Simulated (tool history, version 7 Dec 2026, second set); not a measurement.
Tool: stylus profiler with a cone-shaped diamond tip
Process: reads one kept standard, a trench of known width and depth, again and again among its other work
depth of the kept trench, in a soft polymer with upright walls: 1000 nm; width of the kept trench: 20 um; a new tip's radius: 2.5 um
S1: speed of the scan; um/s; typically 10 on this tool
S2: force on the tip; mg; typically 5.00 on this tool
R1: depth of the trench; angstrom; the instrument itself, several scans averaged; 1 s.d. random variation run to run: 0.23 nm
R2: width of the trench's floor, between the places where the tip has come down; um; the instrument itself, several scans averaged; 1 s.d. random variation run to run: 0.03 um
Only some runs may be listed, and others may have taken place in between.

run 1 hour=0.0 | S1=10 S2=5.00 | R1=10237.2 R2=15.85
run 2 hour=14.1 | S1=10 S2=5.00 | R1=10237.2 R2=15.84
run 3 hour=32.0 | S1=10 S2=5.00 | R1=10238.8 R2=15.82
run 4 hour=41.9 | S1=10 S2=3.64 | R1=10189.0 R2=15.83
run 5 hour=57.8 | S1=4 S2=5.00 | R1=10234.5 R2=15.81
run 6 hour=66.3 | S1=10 S2=5.00 | R1=10232.5 R2=15.78
run 7 hour=77.5 | S1=10 S2=5.00 | R1=10228.6 R2=15.83
run 8 hour=88.0 | S1=10 S2=11.93 | R1=10430.6 R2=15.74
run 9 hour=96.2 | S1=10 S2=11.93 | R1=10428.9 R2=15.80
run 10 hour=113.3 | S1=10 S2=13.19 | R1=10460.0 R2=15.77
run 11 hour=126.4 | S1=10 S2=5.00 | R1=10227.2 R2=15.76
run 12 hour=134.9 | S1=10 S2=5.00 | R1=10237.0 R2=15.71
run 13 hour=142.9 | S1=10 S2=5.00 | R1=10235.7 R2=15.73
run 14 hour=154.3 | S1=10 S2=5.00 | R1=10233.3 R2=15.75
run 15 hour=167.5 | S1=23 S2=3.46 | R1=10178.1 R2=15.66
run 16 hour=185.1 | S1=5 S2=1.95 | R1=10112.9 R2=15.78
run 17 hour=195.9 | S1=5 S2=1.95 | R1=10119.6 R2=15.75

Forecast run 18:
run 18 hour=211.2 | S1=15 S2=2.06 | R1=? R2=?

R1: 10115.8 angstrom
R2: 15.62 um
With no hidden state in the tool, this same run would have given R1 10134.2 angstrom, R2 15.89 um.
